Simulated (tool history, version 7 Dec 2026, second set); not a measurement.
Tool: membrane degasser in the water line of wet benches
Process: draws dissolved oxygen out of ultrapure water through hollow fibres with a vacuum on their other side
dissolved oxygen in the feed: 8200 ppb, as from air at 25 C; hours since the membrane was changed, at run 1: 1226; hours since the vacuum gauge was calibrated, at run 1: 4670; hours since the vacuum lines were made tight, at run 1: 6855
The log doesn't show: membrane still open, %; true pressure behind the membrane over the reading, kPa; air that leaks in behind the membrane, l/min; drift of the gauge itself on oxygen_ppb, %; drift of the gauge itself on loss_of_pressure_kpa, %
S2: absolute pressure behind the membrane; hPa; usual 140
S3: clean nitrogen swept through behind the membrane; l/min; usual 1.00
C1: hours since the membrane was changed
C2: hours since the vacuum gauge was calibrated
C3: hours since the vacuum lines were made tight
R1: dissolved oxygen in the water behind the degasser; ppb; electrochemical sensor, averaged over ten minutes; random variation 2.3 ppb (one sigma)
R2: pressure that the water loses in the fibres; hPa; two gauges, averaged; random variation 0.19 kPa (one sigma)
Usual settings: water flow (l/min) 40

run 1 hour=0.0 | water_flow_(l/min)=40 S2=140 S3=1.00 | C1=1226 C2=4670 C3=6855 | R1=848.6 R2=385.0
run 2 hour=28.0 | water_flow_(l/min)=40 S2=140 S3=1.00 | C1=1254 C2=4698 C3=6883 | R1=844.9 R2=380.6
run 3 hour=59.5 | water_flow_(l/min)=40 S2=140 S3=1.00 | C1=1285 C2=4730 C3=6914 | R1=841.7 R2=385.2
run 4 hour=116.8 | water_flow_(l/min)=27 S2=140 S3=1.00 | C1=1343 C2=4787 C3=6972 | R1=617.1 R2=258.2
run 5 hour=177.2 | water_flow_(l/min)=27 S2=140 S3=1.00 | C1=1403 C2=4848 C3=7032 | R1=621.9 R2=256.8
-- hour=198.7 vacuum gauge calibrated
run 6 hour=208.2 | water_flow_(l/min)=27 S2=140 S3=1.00 | C1=1434 C2=10 C3=7063 | R1=624.0 R2=261.3
run 7 hour=237.0 | water_flow_(l/min)=40 S2=140 S3=1.91 | C1=1462 C2=38 C3=7091 | R1=526.7 R2=385.0
run 8 hour=270.3 | water_flow_(l/min)=40 S2=140 S3=1.91 | C1=1496 C2=72 C3=7125 | R1=526.4 R2=384.7
-- hour=326.1 vacuum gauge calibrated, once more
run 9 hour=326.1 | water_flow_(l/min)=40 S2=177 S3=1.00 | C1=1551 C2=0 C3=7180 | R1=1071.3 R2=385.4
run 10 hour=385.2 | water_flow_(l/min)=40 S2=177 S3=1.00 | C1=1610 C2=59 C3=7239 | R1=1078.7 R2=386.0
run 11 hour=430.4 | water_flow_(l/min)=40 S2=177 S3=1.00 | C1=1655 C2=104 C3=7284 | R1=1076.9 R2=386.6
run 12 hour=462.0 | water_flow_(l/min)=40 S2=177 S3=1.00 | C1=1687 C2=136 C3=7316 | R1=1075.0 R2=386.2
run 13 hour=497.1 | water_flow_(l/min)=40 S2=140 S3=0.91 | C1=1722 C2=171 C3=7351 | R1=890.4 R2=383.2
run 14 hour=551.5 | water_flow_(l/min)=40 S2=140 S3=1.54 | C1=1776 C2=225 C3=7405 | R1=608.3 R2=383.3
run 15 hour=607.7 | water_flow_(l/min)=40 S2=107 S3=1.54 | C1=1833 C2=282 C3=7462 | R1=444.6 R2=381.2
-- hour=634.3 seals of the vacuum lines changed
run 16 hour=666.6 | water_flow_(l/min)=40 S2=107 S3=1.54 | C1=1890 C2=338 C3=32 | R1=439.7 R2=384.7
run 17 hour=712.3 | water_flow_(l/min)=40 S2=107 S3=1.54 | C1=1935 C2=384 C3=78 | R1=438.9 R2=383.4
run 18 hour=753.5 | water_flow_(l/min)=59 S2=123 S3=0.48 | C1=1976 C2=425 C3=119 | R1=1475.5 R2=566.8
run 19 hour=790.3 | water_flow_(l/min)=59 S2=123 S3=0.48 | C1=2013 C2=462 C3=156 | R1=1475.9 R2=570.9
run 20 hour=816.4 | water_flow_(l/min)=45 S2=140 S3=1.00 | C1=2039 C2=488 C3=182 | R1=916.7 R2=438.7
run 21 hour=848.8 | water_flow_(l/min)=45 S2=140 S3=1.00 | C1=2072 C2=521 C3=214 | R1=917.3 R2=432.5
run 22 hour=906.3 | water_flow_(l/min)=36 S2=185 S3=1.00 | C1=2129 C2=578 C3=272 | R1=1032.3 R2=346.5
run 23 hour=948.7 | water_flow_(l/min)=35 S2=147 S3=1.47 | C1=2172 C2=621 C3=314 | R1=591.1 R2=334.6
run 24 hour=1010.5 | water_flow_(l/min)=35 S2=147 S3=1.47 | C1=2233 C2=682 C3=376 | R1=590.5 R2=335.2
run 25 hour=1042.5 | water_flow_(l/min)=54 S2=222 S3=1.35 | C1=2265 C2=714 C3=408 | R1=1374.7 R2=517.9
run 26 hour=1076.5 | water_flow_(l/min)=54 S2=222 S3=1.35 | C1=2299 C2=748 C3=442 | R1=1375.9 R2=514.5
run 27 hour=1139.1 | water_flow_(l/min)=54 S2=120 S3=2.46 | C1=2362 C2=811 C3=505 | R1=471.5 R2=522.5
run 28 hour=1170.2 | water_flow_(l/min)=54 S2=120 S3=2.46 | C1=2393 C2=842 C3=536 | R1=473.8 R2=521.2
run 29 hour=1214.2 | water_flow_(l/min)=34 S2=234 S3=0.47 | C1=2437 C2=886 C3=580 | R1=2068.5 R2=327.9
run 30 hour=1257.2 | water_flow_(l/min)=40 S2=178 S3=1.00 | C1=2480 C2=929 C3=623 | R1=1082.3 R2=385.7
run 31 hour=1319.1 | water_flow_(l/min)=29 S2=343 S3=2.56 | C1=2542 C2=991 C3=685 | R1=775.8 R2=281.8

5 ways to go on from here, each from the tool as it stands after run 31. What would each give?
run A hour=1358.7 | water_flow_(l/min)=27 S2=343 S3=2.56 | C1=2582 C2=1031 C3=724 | R1=? R2=?
run B hour=1358.7 | water_flow_(l/min)=56 S2=297 S3=2.56 | C1=2582 C2=1031 C3=724 | R1=? R2=?
run C hour=1358.7 | water_flow_(l/min)=29 S2=155 S3=1.10 | C1=2582 C2=1031 C3=724 | R1=? R2=?
run D hour=1358.7 | water_flow_(l/min)=56 S2=223 S3=1.07 | C1=2582 C2=1031 C3=724 | R1=? R2=?
run E hour=1358.7 | water_flow_(l/min)=40 S2=140 S3=0.85 | C1=2582 C2=1031 C3=724 | R1=? R2=?

run=A R1=728.9 R2=259.2
run=B R1=1181.0 R2=538.2
run=C R1=676.2 R2=276.5
run=D R1=1654.6 R2=535.8
run=E R1=935.5 R2=387.0
Without the tool's hidden state the same runs would have given:
run=A R1=725.5 R2=256.5
run=B R1=1175.5 R2=532.5
run=C R1=671.6 R2=273.6
run=D R1=1647.9 R2=530.2
run=E R1=929.1 R2=382.9

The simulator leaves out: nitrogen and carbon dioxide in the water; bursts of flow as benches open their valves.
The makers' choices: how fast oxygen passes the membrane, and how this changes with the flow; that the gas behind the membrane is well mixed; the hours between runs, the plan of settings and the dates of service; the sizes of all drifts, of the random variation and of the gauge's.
